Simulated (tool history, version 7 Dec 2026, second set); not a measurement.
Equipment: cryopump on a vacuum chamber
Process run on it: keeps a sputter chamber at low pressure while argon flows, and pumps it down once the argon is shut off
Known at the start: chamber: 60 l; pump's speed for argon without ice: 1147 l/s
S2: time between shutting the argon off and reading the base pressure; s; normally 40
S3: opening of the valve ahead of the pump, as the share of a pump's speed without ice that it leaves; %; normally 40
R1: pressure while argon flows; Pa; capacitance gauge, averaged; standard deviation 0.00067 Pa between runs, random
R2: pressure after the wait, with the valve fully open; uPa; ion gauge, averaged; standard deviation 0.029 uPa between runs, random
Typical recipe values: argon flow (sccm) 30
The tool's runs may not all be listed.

run 1 hour=0 | argon_flow_(sccm)=30 S2=40 S3=40 | R1=0.1112 R2=1.37
run 2 hour=92 | argon_flow_(sccm)=30 S2=40 S3=40 | R1=0.1136 R2=1.38
run 3 hour=188.7 | argon_flow_(sccm)=30 S2=181 S3=40 | R1=0.112 R2=0.59
run 4 hour=297.7 | argon_flow_(sccm)=30 S2=181 S3=40 | R1=0.1146 R2=0.63
run 5 hour=364.3 | argon_flow_(sccm)=30 S2=181 S3=40 | R1=0.1146 R2=0.62
run 6 hour=468.6 | argon_flow_(sccm)=30 S2=40 S3=48 | R1=0.0973 R2=1.49
run 7 hour=538.5 | argon_flow_(sccm)=30 S2=40 S3=48 | R1=0.0983 R2=1.54
run 8 hour=633.7 | argon_flow_(sccm)=31 S2=28 S3=39 | R1=0.1232 R2=2.04
run 9 hour=740.3 | argon_flow_(sccm)=15 S2=40 S3=43 | R1=0.0551 R2=1.57
run 10 hour=844.6 | argon_flow_(sccm)=15 S2=40 S3=43 | R1=0.0545 R2=1.61
run 11 hour=906.2 | argon_flow_(sccm)=14 S2=45 S3=26 | R1=0.0838 R2=1.57
run 12 hour=967.2 | argon_flow_(sccm)=12 S2=40 S3=29 | R1=0.0615 R2=1.63
run 13 hour=1021.1 | argon_flow_(sccm)=17 S2=40 S3=22 | R1=0.1153 R2=1.63

Removed from this log: 1 entry logged between the listed runs. Between which two listed runs does each belong, and how does the tool's hidden state at the listed run before it compare with that at the listed run after it?
In the gap between runs 11 and 12: pump warmed up, emptied and cooled again (hour 938.9)
  pump's speed, % of a pump's without ice: 84.9 -> 98.5; cold plate's temperature, K: 13.06 -> 13.08; leak into the chamber, uPa l/s: 532 -> 546
  measured value less the no-hidden-state value, R1: +0.0043 -> +0.0007 Pa; R2: +0.31 -> +0.24 uPa
